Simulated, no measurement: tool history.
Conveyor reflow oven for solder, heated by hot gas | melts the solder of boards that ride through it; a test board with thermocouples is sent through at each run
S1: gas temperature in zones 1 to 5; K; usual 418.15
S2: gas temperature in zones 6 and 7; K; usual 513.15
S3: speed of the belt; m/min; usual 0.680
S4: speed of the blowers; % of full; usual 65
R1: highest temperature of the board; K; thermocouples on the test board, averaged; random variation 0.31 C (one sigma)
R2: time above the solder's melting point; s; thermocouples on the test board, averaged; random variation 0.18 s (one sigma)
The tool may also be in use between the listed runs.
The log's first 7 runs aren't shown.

run 8 day=9.438 | S1=418.15 S2=527.15 S3=0.680 S4=65 | R1=503.55 R2=62.9
run 9 day=11.154 | S1=418.15 S2=513.15 S3=0.680 S4=65 | R1=491.75 R2=55.4
-- day=11.533 flux residue cleaned out of gas plates and filters
run 10 day=12.621 | S1=418.15 S2=513.15 S3=0.680 S4=65 | R1=492.85 R2=56.7
run 11 day=14.062 | S1=418.15 S2=514.15 S3=0.680 S4=65 | R1=493.15 R2=57.2
run 12 day=15.083 | S1=418.15 S2=514.15 S3=0.680 S4=65 | R1=493.65 R2=57.1
run 13 day=16.438 | S1=418.15 S2=513.15 S3=0.680 S4=65 | R1=492.05 R2=56.2
run 14 day=18.446 | S1=418.15 S2=513.15 S3=0.680 S4=65 | R1=492.35 R2=56.4
run 15 day=19.446 | S1=418.15 S2=513.15 S3=0.680 S4=65 | R1=492.05 R2=56.2
run 16 day=20.471 | S1=413.15 S2=513.15 S3=0.680 S4=52 | R1=486.85 R2=49.4
run 17 day=22.154 | S1=418.15 S2=513.15 S3=0.582 S4=72 | R1=498.25 R2=71.7
-- day=24.238 flux residue cleaned out of gas plates and filters
run 18 day=24.471 | S1=428.15 S2=513.15 S3=0.621 S4=65 | R1=497.95 R2=70.1
run 19 day=25.675 | S1=428.15 S2=513.15 S3=0.621 S4=65 | R1=497.15 R2=69.9
run 20 day=27.417 | S1=419.15 S2=513.15 S3=0.731 S4=65 | R1=490.65 R2=50.7
run 21 day=28.746 | S1=410.15 S2=512.15 S3=0.779 S4=51 | R1=478.95 R2=34.7
run 22 day=30.729 | S1=410.15 S2=512.15 S3=0.779 S4=51 | R1=479.65 R2=34.8
run 23 day=32.621 | S1=418.15 S2=511.15 S3=0.680 S4=81 | R1=493.85 R2=58.4
run 24 day=34.033 | S1=418.15 S2=511.15 S3=0.680 S4=81 | R1=494.05 R2=58.1

The next listed run, before its measurement:
run 25 day=35.758 | S1=422.15 S2=511.15 S3=0.680 S4=65 | R1=? R2=?

Run 25 gave R1 490.55 K, R2 57.5 s.
Without the tool's hidden state the same run would have given R1 492.25 K, R2 58.0 s.
